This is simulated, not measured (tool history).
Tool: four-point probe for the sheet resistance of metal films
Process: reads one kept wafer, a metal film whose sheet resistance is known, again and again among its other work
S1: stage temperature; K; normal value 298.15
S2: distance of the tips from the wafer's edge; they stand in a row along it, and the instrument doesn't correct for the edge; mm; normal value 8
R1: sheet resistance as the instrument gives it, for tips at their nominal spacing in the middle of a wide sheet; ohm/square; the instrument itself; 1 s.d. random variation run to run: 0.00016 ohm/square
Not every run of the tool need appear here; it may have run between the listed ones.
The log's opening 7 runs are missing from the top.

run	hour	S1	S2	R1
8	679.2	298.15	8	0.80892
9	771.2	296.15	8	0.809888
10	855.9	298.15	8	0.80905
11	946.2	298.15	8	0.809342
12	1063.3	298.15	8	0.809232
13	1162.5	307.15	8	0.807141
14	1295.9	307.15	8	0.807491
15	1430.4	307.15	8	0.807248
16	1504.1	298.15	35	0.799118
17	1585.8	298.15	35	0.799399
18	1670.5	297.15	7	0.812868
19	1727.7	304.15	41	0.797802
20	1831.8	308.15	27	0.797435
21	1918.1	308.15	27	0.797317
22	2029.9	303.15	7	0.811239
23	2123.2	303.15	7	0.811234
24	2191.3	298.15	32	0.799098
25	2308.5	296.15	32	0.799517
26	2386.5	293.15	13	0.803852
27	2455.5	298.15	4	0.839475
28	2567	306.15	8	0.807299
29	2698.3	304.15	45	0.797383
30	2752.9	301.15	27	0.798682
31	2843.4	301.15	27	0.798866

Here are 5 independent what-if runs from the current tool condition. What would each one return?
A	2937.3	307.15	8	?
B	2937.3	304.15	29	?
C	2937.3	300.15	8	?
D	2937.3	308.15	8	?
E	2937.3	307.15	4	?

run	R1
A	0.807144
B	0.798109
C	0.80874
D	0.806952
E	0.837227
Without the tool's unlogged condition, the same runs would have read:
run	R1
A	0.807201
B	0.798166
C	0.808797
D	0.80701
E	0.837286
